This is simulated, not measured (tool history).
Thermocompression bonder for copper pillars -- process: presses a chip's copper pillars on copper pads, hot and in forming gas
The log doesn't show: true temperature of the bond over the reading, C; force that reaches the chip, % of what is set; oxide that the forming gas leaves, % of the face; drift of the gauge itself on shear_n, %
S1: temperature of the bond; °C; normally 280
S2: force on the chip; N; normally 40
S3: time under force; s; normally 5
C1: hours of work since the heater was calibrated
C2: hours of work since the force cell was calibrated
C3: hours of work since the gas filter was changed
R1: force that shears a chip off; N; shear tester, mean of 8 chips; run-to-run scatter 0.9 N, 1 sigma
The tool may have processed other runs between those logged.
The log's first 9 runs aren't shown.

run   hour   S1  S2  S3   C1   C2   C3    R1
 10  192.8  280  40   5  961  653  118  66.8
 11    225  280  40  11  978  669  135  84.2
 12  239.6  280  40   5  986  677  142  66.4
     243.3  -- heater calibrated with a thermocouple chip
 13  270.3  280  40   5   14  692  157  63.9
     295.6  -- heater calibrated with a thermocouple chip, once more
 14    298  280  40   5    1  705  171  69.7
 15  326.7  280  40   5   16  720  185  72.1
 16  342.9  280  40   5   24  728  194    71
 17  364.3  280  40   5   36  739  205  69.3
 18  389.7  280  40   9   49  753  218  81.3
 19  403.8  280  40   9   56  760  225  82.2
 20  423.2  280  40   9   66  770  235  82.3
 21  454.3  297  40   3   82  786  251  72.7
 22  470.2  304  34   5   90  794  260  86.6
 23  503.9  253  56  13  108  812  277  73.6
 24  530.6  253  56  13  122  826  291  73.1
 25    550  278  41   9  132  836  301  79.2
 26  584.4  278  41   9  150  853  319  78.7
 27  611.1  278  41   9  163  867  333  82.7
 28  636.4  278  41  14  176  880  346  87.1
 29  664.4  278  41  14  191  895  360  88.8
 30  689.8  302  40   4  204  908  373  81.6

Expected results for the next run?
     716.4  -- forming gas filter changed
 31  720.1  302  40   4  220  923   2   ?

{"run 31": {"R1": 87.1}}
The same run, on a tool lacking any hidden state, would have yielded R1 90 N.
